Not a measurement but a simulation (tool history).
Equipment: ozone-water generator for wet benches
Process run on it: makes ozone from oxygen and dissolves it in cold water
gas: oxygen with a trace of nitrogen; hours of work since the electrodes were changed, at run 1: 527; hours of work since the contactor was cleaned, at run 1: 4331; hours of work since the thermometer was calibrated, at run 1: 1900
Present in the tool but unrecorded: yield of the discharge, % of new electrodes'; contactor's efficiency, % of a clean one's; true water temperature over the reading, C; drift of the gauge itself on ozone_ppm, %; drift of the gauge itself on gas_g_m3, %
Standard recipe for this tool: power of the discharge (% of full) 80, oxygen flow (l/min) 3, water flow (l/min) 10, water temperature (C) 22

run,day,power of the discharge (% of full),oxygen flow (l/min),water flow (l/min),water temperature (C),hours of work since the electrodes were changed,hours of work since the contactor was cleaned,hours of work since the thermometer was calibrated,dissolved ozone (ppm),ozone in the gas ahead of the water (g/m3)
1,0,80,3,10,22,527,4331,1900,21.9,181
2,5.758,73,3,10,22,618,4422,1991,20.6,168.2
3,10.321,80,4.64,10,22,690,4494,2063,22.1,147.5
4,16.246,80,4.64,7,22,783,4587,2157,25.7,148.9
5,22.108,80,4.64,7,22,876,4680,2249,25.9,147.1
6,29.375,80,4.64,7,22,990,4794,2364,25.9,147.7
7,33.15,80,4.64,7,22,1050,4854,2423,25.8,148.3
8,40.5,80,4.64,7,22,1166,4970,2539,25.7,146.5
# day 42.979: contactor cleaned
9,46.917,80,4.64,7,22,1264,62,2637,25.9,146.4
10,53.279,47,3.84,13,22,1365,162,2738,12,101.6
11,59.042,43,3,7,15,1455,253,2829,17.9,105.1
12,65.429,43,3,7,15,1556,354,2929,17.7,104.2
13,72.071,81,2.18,10,22,1661,459,3034,21.7,207.8
14,75.971,97,3.34,10,22,1722,520,3095,26.4,197.6
15,83.367,80,1.54,10,18,1839,637,3212,21.4,240.1
# day 84.104: gauge calibrated
16,89.967,43,2.67,10,22,1943,741,3316,12.9,111.9
17,97.717,43,2.67,10,22,2065,863,3438,13,111.9

Branching from run 17: 4 alternative next runs. What would each branch give?
A,101.183,43,1.86,10,16,2120,918,3493,?,?
B,101.183,80,1.76,10,22,2120,918,3493,?,?
C,101.183,43,2.67,15,22,2120,918,3493,?,?
D,101.183,44,2.35,10,22,2120,918,3493,?,?

run,dissolved ozone (ppm),ozone in the gas ahead of the water (g/m3)
A,13.4,130.9
B,20.9,228.5
C,9.9,110.2
D,13,121.2
Had the tool no hidden state, the same runs would have come out as:
run,dissolved ozone (ppm),ozone in the gas ahead of the water (g/m3)
A,13.4,131.7
B,20.9,230
C,9.9,110.8
D,13,121.9
